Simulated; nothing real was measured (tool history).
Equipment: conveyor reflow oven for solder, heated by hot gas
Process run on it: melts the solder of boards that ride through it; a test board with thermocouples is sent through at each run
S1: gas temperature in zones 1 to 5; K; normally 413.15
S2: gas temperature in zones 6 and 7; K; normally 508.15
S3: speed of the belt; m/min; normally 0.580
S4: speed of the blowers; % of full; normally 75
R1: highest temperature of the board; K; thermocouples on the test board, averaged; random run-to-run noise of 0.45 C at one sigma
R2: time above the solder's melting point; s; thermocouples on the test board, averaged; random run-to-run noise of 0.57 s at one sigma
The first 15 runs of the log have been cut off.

run,hour,S1,S2,S3,S4,R1,R2
16,512.0,427.15,520.15,0.580,75,501.75,56.2
17,553.6,427.15,520.15,0.580,75,501.75,56.8
# hour 575.6: flux residue cleaned out of gas plates and filters
18,588.5,427.15,520.15,0.580,75,501.65,57.2
19,613.2,420.15,508.15,0.580,75,490.55,47.9
20,650.2,413.15,502.15,0.575,51,474.05,30.5
21,690.2,399.15,502.15,0.633,51,465.25,14.1
22,735.1,399.15,502.15,0.594,53,468.95,21.1
# hour 762.8: thermocouples of zones 6 and 7 changed
23,779.6,423.15,508.15,0.580,80,493.15,51.2
24,803.8,423.15,508.15,0.580,80,492.65,50.6
25,823.7,413.15,521.15,0.580,83,502.55,53.1
26,871.1,413.15,508.15,0.555,56,482.75,42.7
27,906.6,413.15,497.15,0.632,60,472.25,24.7
28,938.2,418.15,515.15,0.574,79,496.85,52.1
29,974.7,428.15,515.15,0.532,79,501.35,62.6
30,1005.5,428.15,515.15,0.532,79,501.45,63.5

What if the next run were any one of these 4? Each begins from the tool's condition after run 30:
A,1053.1,414.15,515.15,0.648,79,?,?
B,1053.1,426.15,515.15,0.532,79,?,?
C,1053.1,428.15,515.15,0.518,79,?,?
D,1053.1,428.15,497.15,0.506,84,?,?

run,R1,R2
A,492.55,43.1
B,501.45,61.2
C,502.25,65.5
D,488.75,58.7
Without the tool's unlogged condition, the same runs would have read:
run,R1,R2
A,492.65,43.2
B,501.65,61.3
C,502.35,65.6
D,488.85,58.8
